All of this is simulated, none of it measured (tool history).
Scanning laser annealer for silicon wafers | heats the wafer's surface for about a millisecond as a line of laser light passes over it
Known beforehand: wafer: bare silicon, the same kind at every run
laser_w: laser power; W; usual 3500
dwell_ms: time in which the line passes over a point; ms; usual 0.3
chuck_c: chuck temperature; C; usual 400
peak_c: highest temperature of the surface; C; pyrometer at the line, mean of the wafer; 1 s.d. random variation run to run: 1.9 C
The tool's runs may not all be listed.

run   hour  laser_w  dwell_ms  chuck_c  peak_c
  1      0     3500       0.3      400    1194
  2    8.2     3500       0.3      400    1194
  3     19     3500       0.3      425    1215
  4   34.2     3500       0.3      425    1216
  5   51.5     3500       0.3      425    1215
  6     70     3500       0.3      395    1181
  7   86.9     3500       0.3      418    1207
  8  104.6     3500       0.3      418    1206
  9    121     3500       0.3      418    1208
 10  132.3     2984       0.3      363    1002
     135.5  -- window over the wafer cleaned
 11  142.8     2984       0.3      363     998
 12  159.9     2984       0.3      363    1000
 13  174.3     3500     0.289      400    1168
 14  189.4     3230       0.3      383    1090
 15  203.9     3385     0.225      387    1029
 16  215.8     3523     0.265      399    1138

Consider 4 possible next runs. They are alternatives, not a sequence: every one starts from the tool as it was left by run 16. What does each give?
  A  224.5     3072     0.265      365       ?
  B  224.5     3500     0.227      373       ?
  C  224.5     3221       0.3      377       ?
  D  224.5     3068      0.24      420       ?

run  peak_c
  A     982
  B    1044
  C    1077
  D    1006
What these runs would have given with no unlogged condition in the tool:
run  peak_c
  A    1013
  B    1077
  C    1112
  D    1036
